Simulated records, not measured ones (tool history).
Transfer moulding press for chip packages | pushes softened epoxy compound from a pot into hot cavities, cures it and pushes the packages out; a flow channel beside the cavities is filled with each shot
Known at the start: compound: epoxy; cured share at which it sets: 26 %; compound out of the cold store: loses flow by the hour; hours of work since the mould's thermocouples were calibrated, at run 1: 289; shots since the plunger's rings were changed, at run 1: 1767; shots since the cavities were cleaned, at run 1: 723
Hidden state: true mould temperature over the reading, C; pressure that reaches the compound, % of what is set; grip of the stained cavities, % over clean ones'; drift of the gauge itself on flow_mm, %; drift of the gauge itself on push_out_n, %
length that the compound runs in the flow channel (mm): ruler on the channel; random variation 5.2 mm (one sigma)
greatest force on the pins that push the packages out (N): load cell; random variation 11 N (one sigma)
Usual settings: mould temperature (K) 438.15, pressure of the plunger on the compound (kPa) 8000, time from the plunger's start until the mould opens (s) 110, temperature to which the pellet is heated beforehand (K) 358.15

run	hour	mould temperature (K)	pressure of the plunger on the compound (kPa)	time from the plunger's start until the mould opens (s)	temperature to which the pellet is heated beforehand (K)	hours of work since the mould's thermocouples were calibrated	shots since the plunger's rings were changed	shots since the cavities were cleaned	incoming compound's hours out of the cold store	length that the compound runs in the flow channel (mm)	greatest force on the pins that push the packages out (N)
1	0.0	438.15	8000	110	358.15	289	1767	723	29.8	802	891
# hour 10.0: cavities cleaned with cleaning compound and waxed
2	11.2	438.15	8000	110	358.15	294	1833	8	28.3	811	574
3	28.2	438.15	8000	110	358.15	301	1950	125	9.2	908	689
4	44.5	438.15	8000	104	358.15	308	2062	237	43.2	726	781
5	59.1	438.15	8000	104	358.15	315	2162	337	33.9	772	864
6	70.3	438.15	8000	104	358.15	319	2238	413	26.1	818	951
7	86.8	438.15	8000	109	358.15	327	2352	527	39.4	742	836
8	98.1	438.15	8000	109	358.15	332	2430	605	8.4	910	939
9	111.9	438.15	6100	110	358.15	338	2524	699	41.4	632	922
# hour 124.9: cavities cleaned with cleaning compound and waxed
10	124.9	438.15	6100	110	358.15	343	2603	0	38.9	648	561
11	138.2	438.15	8000	110	358.15	349	2694	91	32.8	783	626
12	150.1	438.15	8000	110	358.15	354	2776	173	24.9	806	712
13	167.4	438.15	8000	110	358.15	361	2895	292	43.4	718	750
14	180.2	438.15	8000	110	358.15	367	2982	379	32.4	776	813
15	197.1	433.15	8000	113	358.15	374	3098	495	43.5	735	1160
16	215.4	441.15	8710	99	359.15	382	3224	621	38.6	750	843
17	227.3	441.15	6010	99	362.15	388	3305	702	16.3	724	948
# hour 240.7: cavities cleaned with cleaning compound and waxed
18	241.2	433.15	7170	95	352.15	393	3390	3	39.9	692	1136
19	260.3	438.15	8000	141	354.15	401	3522	135	8.4	894	481
20	279.8	432.15	8000	141	366.15	410	3655	268	23.1	843	725
21	296.4	439.15	7350	141	366.15	417	3769	382	16.5	803	562
22	310.3	435.15	9620	138	359.15	423	3864	477	10.8	973	734
23	321.6	431.15	7510	130	353.15	428	3942	555	16.5	857	1160
24	330.9	431.15	6010	130	359.15	432	4006	619	47.8	605	1036
25	339.7	430.15	7460	110	358.15	436	4066	679	14.3	863	1887
# hour 356.0: cavities cleaned with cleaning compound and waxed
26	357.4	431.15	7460	106	358.15	443	4177	9	37.9	723	1037
27	368.5	431.15	7610	106	358.15	448	4253	85	12.8	876	1344
28	377.5	443.15	8580	137	358.15	452	4315	147	46.3	697	446

4 ways to go on from here, each from the tool as it stands after run 28. What would each give?
A	396.1	443.15	8890	136	359.15	460	4443	275	21.9	?	?
B	396.1	442.15	7830	137	362.15	460	4443	275	26.0	?	?
C	396.1	444.15	8580	122	358.15	460	4443	275	32.6	?	?
D	396.1	443.15	7280	118	355.15	460	4443	275	15.5	?	?

run	length that the compound runs in the flow channel (mm)	greatest force on the pins that push the packages out (N)
A	837	514
B	770	509
C	754	509
D	794	556
Without the tool's hidden state the same runs would have given:
run	length that the compound runs in the flow channel (mm)	greatest force on the pins that push the packages out (N)
A	895	382
B	823	379
C	807	378
D	849	409
